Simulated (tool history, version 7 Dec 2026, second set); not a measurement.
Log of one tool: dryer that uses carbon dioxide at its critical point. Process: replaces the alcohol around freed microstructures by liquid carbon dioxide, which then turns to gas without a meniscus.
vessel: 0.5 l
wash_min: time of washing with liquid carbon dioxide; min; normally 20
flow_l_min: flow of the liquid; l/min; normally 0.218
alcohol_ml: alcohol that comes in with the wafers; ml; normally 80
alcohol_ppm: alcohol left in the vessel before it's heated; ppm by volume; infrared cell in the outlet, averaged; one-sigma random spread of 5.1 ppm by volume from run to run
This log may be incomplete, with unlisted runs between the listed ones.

run	hour	wash_min	flow_l_min	alcohol_ml	alcohol_ppm
1	0	20	0.218	80	97
2	12.4	20	0.218	80	98
3	26	20	0.218	80	107
4	39.8	20	0.218	80	104
5	51	20	0.218	80	94
6	64.7	20	0.218	63	94
7	78.7	20	0.218	80	114
8	85.8	20	0.218	61	107
9	93.4	20	0.218	61	98
10	103.4	20	0.218	61	113
11	111.4	20	0.218	80	135
12	121.2	20	0.218	80	133
13	128.2	31	0.218	80	57
14	140.4	31	0.192	80	63
15	147.3	31	0.192	80	75
16	154.4	31	0.192	80	68
17	167.7	15	0.329	80	105
18	180.5	22	0.232	30	76
19	191.6	22	0.232	30	73
20	201.1	22	0.141	20	304
21	209.7	22	0.141	20	319
22	215.6	22	0.322	26	70
23	228.9	23	0.268	21	80
24	240	23	0.146	21	253
25	251.3	23	0.146	21	244
26	261.1	18	0.288	24	81
27	270.1	18	0.288	24	90
28	277.7	18	0.288	27	80
29	286.3	18	0.288	27	91

Forecast each of these 5 alternatives for the next run:
A	298.1	21	0.257	81	?
B	298.1	18	0.157	27	?
C	298.1	20	0.328	80	?
D	298.1	19	0.135	80	?
E	298.1	29	0.178	46	?

run	alcohol_ppm
A	99
B	671
C	90
D	2788
E	98
Without the tool's unlogged condition, the same runs would have read:
run	alcohol_ppm
A	6
B	298
C	11
D	1453
E	3
